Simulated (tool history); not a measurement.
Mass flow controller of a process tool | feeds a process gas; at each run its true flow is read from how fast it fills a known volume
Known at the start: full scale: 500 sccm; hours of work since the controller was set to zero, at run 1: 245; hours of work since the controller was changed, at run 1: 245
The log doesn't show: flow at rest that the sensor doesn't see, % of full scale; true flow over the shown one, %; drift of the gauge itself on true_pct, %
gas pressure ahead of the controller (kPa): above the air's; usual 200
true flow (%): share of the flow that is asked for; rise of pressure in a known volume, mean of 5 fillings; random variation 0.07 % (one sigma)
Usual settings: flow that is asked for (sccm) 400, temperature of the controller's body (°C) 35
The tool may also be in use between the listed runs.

run      day  flow that is asked for (sccm)  gas pressure ahead of the controller (kPa)  temperature of the controller's body (°C)  hours of work since the controller was set to zero  hours of work since the controller was changed  true flow (%)
  1    0.000                            400                                         200                                         35                                                 245                                             245          99.19
  2    3.046                            400                                         200                                         35                                                 302                                             302          99.26
  3    5.108                            108                                         200                                         35                                                 341                                             341          98.48
  4    6.879                             57                                         200                                         35                                                 374                                             374          98.86
  5   10.642                             57                                         193                                         35                                                 445                                             445          98.75
  6   13.979                             57                                         193                                         35                                                 507                                             507          98.83
  7   15.825                             57                                         223                                         35                                                 542                                             542          98.94
  8   19.412                            400                                         200                                         35                                                 609                                             609          99.26
  9   21.512                            400                                         200                                         35                                                 649                                             649          99.18
 10   23.204                            400                                         200                                         35                                                 681                                             681          99.22
 11   26.692                            400                                         200                                         35                                                 746                                             746          99.09
 12   29.675                            400                                         200                                         31                                                 802                                             802          99.31
 13   31.571                            400                                         200                                         31                                                 838                                             838          99.40
 14   35.633                            400                                         200                                         31                                                 914                                             914          99.22
 15   39.171                            400                                         201                                         35                                                 980                                             980          99.11
 16   41.008                            400                                         201                                         35                                                1015                                            1015          99.03
 17   43.900                            400                                         201                                         35                                                1069                                            1069          99.23
 18   47.954                            400                                         201                                         35                                                1145                                            1145          99.16
 19   50.354                            400                                         201                                         35                                                1190                                            1190          99.19
 20   52.142                            400                                         144                                         35                                                1224                                            1224          98.91
 21   54.633                            400                                         200                                         35                                                1271                                            1271          99.13
 22   57.979                            400                                         197                                         35                                                1333                                            1333          99.13
 23   60.979                            400                                         200                                         35                                                1390                                            1390          99.17
 24   63.683                            400                                         200                                         35                                                1440                                            1440          99.12
 25   67.579                             81                                         233                                         37                                                1514                                            1514          99.27
 26   71.321                            163                                         183                                         38                                                1584                                            1584          98.51
 27   74.867                            384                                         190                                         29                                                1650                                            1650          99.21
 28   77.371                            116                                         201                                         32                                                1697                                            1697          99.03
 29   81.267                            422                                         200                                         35                                                1770                                            1770          99.12
 30   84.221                            126                                         168                                         22                                                1826                                            1826          99.27
 31   87.962                            126                                         168                                         33                                                1896                                            1896          98.97
 32   91.262                            218                                         207                                         35                                                1958                                            1958          98.94
 33   94.075                            400                                         191                                         35                                                2011                                            2011          98.93
 34   97.671                            400                                         250                                         21                                                2078                                            2078          99.74
 35  100.654                            400                                         250                                         21                                                2134                                            2134          99.67
 36  104.688                            406                                         209                                         22                                                2210                                            2210          99.52
 37  108.575                            406                                         209                                         22                                                2283                                            2283          99.47
 38  111.408                            406                                         209                                         22                                                2336                                            2336          99.48
 39  113.971                            272                                         205                                         37                                                2384                                            2384          98.75
 40  115.929                            272                                         205                                         37                                                2421                                            2421          98.87
 41  118.625                            161                                         200                                         36                                                2472                                            2472          98.88
 42  120.488                            396                                         248                                         22                                                2507                                            2507          99.61
 43  123.517                            186                                         267                                         35                                                2564                                            2564          99.15
 44  126.942                            186                                         267                                         35                                                2628                                            2628          99.08
 45  130.879                            400                                         181                                         32                                                2702                                            2702          99.16
 46  133.921                            400                                         181                                         32                                                2759                                            2759          99.10
 47  136.300                            121                                         181                                         27                                                2803                                            2803          99.60
 48  138.525                            121                                         181                                         27                                                2845                                            2845          99.65

Forecast each of these 3 alternatives for the next run:
  A  140.717                            152                                         184                                         22                                                2886                                            2886              ?
  B  140.717                            166                                         200                                         30                                                2886                                            2886              ?
  C  140.717                            400                                         200                                         39                                                2886                                            2886              ?

run  true flow (%)
  A          99.62
  B          99.17
  C          98.97
Without the tool's hidden state the same runs would have given:
run  true flow (%)
  A          98.92
  B          98.60
  C          99.18
